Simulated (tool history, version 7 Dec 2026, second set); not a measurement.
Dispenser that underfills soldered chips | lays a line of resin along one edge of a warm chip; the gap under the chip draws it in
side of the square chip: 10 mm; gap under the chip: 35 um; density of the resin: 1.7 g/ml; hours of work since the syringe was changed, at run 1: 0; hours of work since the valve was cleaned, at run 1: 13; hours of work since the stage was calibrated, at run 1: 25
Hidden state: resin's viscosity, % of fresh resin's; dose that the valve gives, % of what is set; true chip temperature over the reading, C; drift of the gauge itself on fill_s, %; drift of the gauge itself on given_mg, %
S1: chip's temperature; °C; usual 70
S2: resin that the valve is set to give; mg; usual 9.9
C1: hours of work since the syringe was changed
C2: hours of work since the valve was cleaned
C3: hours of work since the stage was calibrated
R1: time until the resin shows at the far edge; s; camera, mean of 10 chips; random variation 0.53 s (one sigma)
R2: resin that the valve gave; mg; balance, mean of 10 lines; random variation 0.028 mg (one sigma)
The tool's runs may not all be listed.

run   hour  S1     S2  C1   C2   C3     R1     R2
  1      0  70    9.9   0   13   25   43.7   9.85
  2   13.8  65    9.9   9   22   34   88.8   9.87
      15.6  -- new syringe of resin
  3   28.1  70    9.9   8   30   42     65   9.85
        31  -- new syringe of resin
  4   41.7  70    9.9   6   38   50   60.9   9.81
      46.9  -- new syringe of resin
  5   58.6  69    9.9   7   48   61   65.6   9.78
      61.5  -- new syringe of resin
  6   67.8  69    9.9   4   54   66   54.9   9.75
        77  -- new syringe of resin
  7   83.7  69    9.9   4   63   75   55.2   9.78
      92.8  -- new syringe of resin
  8   93.9  69    9.9   1   69   81   46.6    9.7
  9  101.1  69    9.9   5   73   86   58.7   9.72
     107.7  -- new syringe of resin
 10  113.6  70    9.9   4   81   93   51.6    9.7
 11    122  70    9.9   9   86   98     67   9.67
     123.5  -- new syringe of resin
     138.3  -- new syringe of resin
 12  138.3  70    9.9   0   95  108   42.4   9.67
     153.1  -- new syringe of resin
 13  155.7  70    9.9   2  106  118   45.7   9.61
     167.6  -- new syringe of resin
 14  173.7  70    9.9   4  117  129   50.1    9.6
     182.7  -- new syringe of resin
 15  185.5  70    9.9   2  124  136   45.5   9.53
     197.1  -- dispensing valve cleaned and set on the balance
     198.3  -- new syringe of resin
 16  203.3  70    9.9   3    4  146   47.4   9.94
     214.2  -- new syringe of resin
 17  217.6  70    9.9   2   12  154   45.7   9.88
     229.8  -- new syringe of resin
 18  231.8  70    9.9   1   21  163   42.8   9.86
     245.2  -- new syringe of resin
 19  245.5  70    9.9   0   29  171   41.6   9.81
 20  254.8  70  12.12   6   34  177   54.4  12.05
     260.9  -- new syringe of resin
 21  270.2  70  12.12   6   43  186   51.6  12.02
     276.2  -- new syringe of resin
 22  278.7  74   9.63   2   48  191   36.2   9.47
 23    287  84     12   7   53  196   27.3  11.79
     290.7  -- new syringe of resin
 24  303.8  84     12   8   64  206   29.1  11.81
     305.4  -- new syringe of resin
 25  314.6  65  10.38   6   70  212   70.6  10.17
     321.5  -- new syringe of resin
 26    328  74  11.19   4   78  220   39.4  10.93
     336.1  -- new syringe of resin
 27    340  60    9.9   2   85  227   77.6   9.65
     351.9  -- new syringe of resin
 28    357  60    9.9   3   95  237   80.2    9.6
 29  365.4  71  12.09   8  100  242   55.3  11.73
     367.1  -- new syringe of resin
 30  380.5  71  12.09   8  109  251   54.8  11.73
     382.3  -- new syringe of resin
 31  389.3  72   9.45   4  114  257   45.3   9.13
     396.9  -- new syringe of resin
 32  396.9  56  10.46   0  119  261   85.4  10.08
     412.3  -- new syringe of resin
 33  413.4  76   8.89   1  129  271   29.7   8.51
     416.6  -- dispensing valve cleaned and set on the balance
 34  426.9  58   9.81   8    6  278  114.3   9.78
       428  -- new syringe of resin
 35  441.4  64  10.58   8   15  287     79   10.5

3 ways to go on from here, each from the tool as it stands after run 35. What would each give?
     442.8  -- new syringe of resin
     458.2  -- new syringe of resin
  A  458.3  85   9.98   0  25  297   ?   ?
     442.8  -- new syringe of resin
     458.2  -- new syringe of resin
  B  458.3  63  12.13   0  25  297   ?   ?
     442.8  -- new syringe of resin
     458.2  -- new syringe of resin
  C  458.3  85  12.56   0  25  297   ?   ?

run    R1     R2
  A    18   9.89
  B  58.5  12.03
  C  17.6  12.44
Without the tool's hidden state the same runs would have given:
run    R1     R2
  A    20   9.96
  B  66.2  12.12
  C  19.6  12.53

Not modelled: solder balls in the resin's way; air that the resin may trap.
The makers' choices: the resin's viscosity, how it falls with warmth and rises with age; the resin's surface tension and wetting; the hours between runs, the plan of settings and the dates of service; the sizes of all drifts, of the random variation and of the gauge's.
